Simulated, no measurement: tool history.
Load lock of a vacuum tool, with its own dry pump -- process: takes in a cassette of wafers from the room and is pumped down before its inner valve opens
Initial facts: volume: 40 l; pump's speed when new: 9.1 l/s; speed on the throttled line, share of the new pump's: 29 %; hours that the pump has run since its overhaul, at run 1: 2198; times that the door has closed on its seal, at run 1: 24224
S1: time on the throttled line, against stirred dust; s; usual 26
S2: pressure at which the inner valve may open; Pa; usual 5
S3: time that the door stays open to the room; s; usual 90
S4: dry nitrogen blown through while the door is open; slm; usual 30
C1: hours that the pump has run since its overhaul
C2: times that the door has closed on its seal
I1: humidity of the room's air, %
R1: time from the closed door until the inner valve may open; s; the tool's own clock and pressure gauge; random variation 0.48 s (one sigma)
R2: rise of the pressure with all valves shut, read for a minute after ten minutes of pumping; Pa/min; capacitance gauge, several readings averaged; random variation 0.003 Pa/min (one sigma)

| run | hour | S1 | S2 | S3 | S4 | C1 | C2 | I1 | R1 | R2 |
|---|---|---|---|---|---|---|---|---|---|---|
| 1 | 0 | 26 | 5 | 90 | 30 | 2198 | 24224 | 43 | 64.2 | 0.225 |
| 2 | 254.3 | 26 | 5 | 90 | 30 | 2452 | 24837 | 46.7 | 63.4 | 0.242 |
| 3 | 579.7 | 17 | 5 | 90 | 30 | 2778 | 25621 | 47.2 | 58.2 | 0.255 |
| 4 | 1026.9 | 31 | 5 | 90 | 30 | 3225 | 26700 | 44.9 | 68.3 | 0.274 |
| 5 | 1373.6 | 26 | 5 | 90 | 30 | 3572 | 27535 | 45.1 | 64.9 | 0.278 |
| 6 | 1640.9 | 26 | 5 | 90 | 30 | 3839 | 28180 | 44.3 | 64.9 | 0.294 |
| 7 | 2085 | 26 | 5 | 90 | 30 | 4283 | 29251 | 43.9 | 65.1 | 0.301 |
| 8 | 2460.7 | 26 | 5 | 90 | 30 | 4659 | 30156 | 44.4 | 65.6 | 0.314 |
| 9 | 2871.2 | 26 | 5 | 90 | 30 | 5069 | 31146 | 49.2 | 66.6 | 0.335 |
| 10 | 3070.7 | 26 | 5 | 90 | 30 | 5269 | 31627 | 45.6 | 66.7 | 0.348 |
| 11 | 3479.6 | 26 | 5 | 90 | 30 | 5678 | 32613 | 44.2 | 67.2 | 0.356 |
| 12 | 3917.8 | 41 | 8 | 68 | 30 | 6116 | 33670 | 47.7 | 75.3 | 0.378 |
| 13 | 4120.7 | 41 | 8 | 86 | 9 | 6319 | 34159 | 46.4 | 75.6 | 0.4 |
| 14 | 4363.4 | 41 | 8 | 86 | 9 | 6561 | 34744 | 44.3 | 75.6 | 0.419 |
| 15 | 4700.6 | 41 | 4 | 58 | 29 | 6899 | 35557 | 43.9 | 79.9 | 0.4 |
| 16 | 4934 | 41 | 4 | 58 | 29 | 7132 | 36120 | 43.9 | 79.2 | 0.424 |
| 17 | 5154 | 29 | 6 | 26 | 24 | 7352 | 36650 | 43.7 | 68.6 | 0.4 |
| 18 | 5468.6 | 26 | 5 | 90 | 4 | 7667 | 37409 | 44.9 | 70.2 | 0.467 |
| 19 | 5707.7 | 48 | 4 | 63 | 5 | 7906 | 37985 | 46.3 | 85.3 | 0.482 |
| 20 | 6119.5 | 24 | 5 | 90 | 25 | 8317 | 38978 | 43.1 | 69.4 | 0.475 |
| 21 | 6490 | 21 | 5 | 79 | 25 | 8688 | 39871 | 46.2 | 67.7 | 0.487 |
| 22 | 6925.2 | 19 | 6 | 27 | 4 | 9123 | 40921 | 43 | 64.7 | 0.511 |

Selected run-to-run steps in R1, each split into two signed amounts: the part the tool would show with no hidden state at all (from settings, incoming material and random variation), and the remainder, which goes to the hidden state together with any gauge scatter not common to the measured and the hidden-state-free results:
What the log doesn't record here: pump's speed, % of a new pump's; leak at the door's seal, Pa l/s; drift of the gauge itself on ready_s, %; drift of the gauge itself on rise_pa_min, %.
Run 14 -> 15: S2 8 -> 4, S3 86 -> 58, S4 9 -> 29. R1 +4.3 s: hidden state +1, all else +3.3.
Run 18 -> 19: S1 26 -> 48, S2 5 -> 4, S3 90 -> 63, S4 4 -> 5. R1 +15.1 s: hidden state -0.6, all else +15.7.
Run 19 -> 20: S1 48 -> 24, S2 4 -> 5, S3 63 -> 90, S4 5 -> 25. R1 -15.9 s: hidden state +1.5, all else -17.4.
